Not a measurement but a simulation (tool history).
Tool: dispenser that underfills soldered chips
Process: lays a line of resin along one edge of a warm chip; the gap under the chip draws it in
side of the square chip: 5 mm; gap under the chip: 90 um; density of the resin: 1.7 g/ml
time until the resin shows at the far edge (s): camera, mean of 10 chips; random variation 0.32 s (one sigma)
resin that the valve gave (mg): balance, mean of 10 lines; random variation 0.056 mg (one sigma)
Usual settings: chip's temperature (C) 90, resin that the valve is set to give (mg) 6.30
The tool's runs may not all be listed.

run	day	chip's temperature (C)	resin that the valve is set to give (mg)	time until the resin shows at the far edge (s)	resin that the valve gave (mg)
1	0.000	90	6.30	14.0	6.05
# day 0.162: new syringe of resin
2	0.338	90	5.52	12.6	5.20
3	0.554	90	5.52	16.0	5.17
# day 0.592: new syringe of resin
4	0.804	90	5.52	13.3	5.09
# day 1.021: new syringe of resin
5	1.075	90	5.52	11.0	5.09
# day 1.454: new syringe of resin
6	1.475	90	7.13	9.7	6.80
7	1.662	90	7.13	12.6	6.60
# day 1.888: new syringe of resin
8	1.908	90	7.13	10.1	6.62
9	2.071	90	7.13	12.3	6.59
10	2.262	90	7.13	14.7	6.60
# day 2.321: new syringe of resin
11	2.617	90	6.30	13.6	5.81
# day 2.750: new syringe of resin
12	2.946	90	7.20	12.2	6.48
# day 3.183: new syringe of resin
13	3.225	90	7.20	11.0	6.43

Run 14 comes next. What will it give?
14	3.504	92	6.30	?	?

{"run 14": {"time until the resin shows at the far edge (s)": 13.5, "resin that the valve gave (mg)": 5.7}}
Without the tool's hidden state the same run would have given time until the resin shows at the far edge (s) 9.3, resin that the valve gave (mg) 6.35.
